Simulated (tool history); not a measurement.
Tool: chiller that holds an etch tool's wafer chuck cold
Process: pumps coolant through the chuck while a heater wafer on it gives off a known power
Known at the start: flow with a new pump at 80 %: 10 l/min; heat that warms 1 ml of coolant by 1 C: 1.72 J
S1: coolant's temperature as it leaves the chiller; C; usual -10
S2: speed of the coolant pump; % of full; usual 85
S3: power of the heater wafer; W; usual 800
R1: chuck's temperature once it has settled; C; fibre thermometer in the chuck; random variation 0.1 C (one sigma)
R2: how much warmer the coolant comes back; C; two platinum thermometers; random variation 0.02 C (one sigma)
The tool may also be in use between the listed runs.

run	day	S1	S2	S3	R1	R2
1	0	-10	85	800	-3.6	2.64
2	1.758	-10	85	800	-3.6	2.61
3	2.65	-10	85	800	-3.6	2.63
4	4.488	-10	85	800	-3.6	2.6
5	5.558	-10	85	988	-2	3.24
6	7.775	-10	85	988	-2	3.28
7	9.717	-10	85	800	-3.5	2.67
8	11.512	-10	85	800	-3.5	2.65
9	13.212	-10	85	800	-3.7	2.62
10	14.708	-10	85	800	-3.5	2.65
11	15.796	-10	85	800	-3.5	2.63
12	17.917	-10	85	800	-3.5	2.65
13	20.125	-10	85	800	-3.4	2.62
14	22.179	-10	85	800	-3.5	2.6
15	24.025	-10	85	800	-3.4	2.64
16	26.025	-13	85	800	-6.2	2.63
17	27.329	-13	69	868	-4.6	3.56
18	28.775	-13	83	915	-5.2	3.09
19	30.642	-13	61	1105	-1.1	5.26
20	32.35	-13	61	1105	-1.1	5.22
21	33.633	-13	61	1044	-1.8	4.95
22	35.942	-5	67	747	2.5	3.2
23	36.862	-5	67	747	2.4	3.14
24	37.779	-5	97	450	-1.5	1.28
25	39.75	-18	61	629	-11.3	2.94
26	41.108	-1	85	800	5.6	2.6
27	43.071	-14	89	917	-6.7	2.87
28	44.875	-17	100	917	-10.3	2.53
29	46.5	-17	62	917	-7.1	4.17
30	48.038	-4	60	800	4.7	3.83
31	49.371	-4	60	800	4.8	3.81

Not shown: 2 entries that the log had between the listed runs. Between which runs, and how does the tool's hidden state differ before and after?
Between runs 17 and 18: coolant pump overhauled (day 27.654)
  heat passed by the chuck's channels, % of clean ones': 94.4 -> 94.3; flow at a given pump speed, % of a new pump's: 99 -> 98.6; coolant's true temperature over the reading, C: 0.05 -> 0.06
  measured less the result without the state, R1: +0.5 -> +0.5 C; R2: +0.03 -> +0.05 C
Between runs 21 and 22: coolant pump overhauled, once more (day 35.942)
  heat passed by the chuck's channels, % of clean ones': 94.1 -> 94; flow at a given pump speed, % of a new pump's: 98.5 -> 99.9
  measured less the result without the state, R1: +0.7 -> +0.4 C; R2: +0.07 -> +0.01 C

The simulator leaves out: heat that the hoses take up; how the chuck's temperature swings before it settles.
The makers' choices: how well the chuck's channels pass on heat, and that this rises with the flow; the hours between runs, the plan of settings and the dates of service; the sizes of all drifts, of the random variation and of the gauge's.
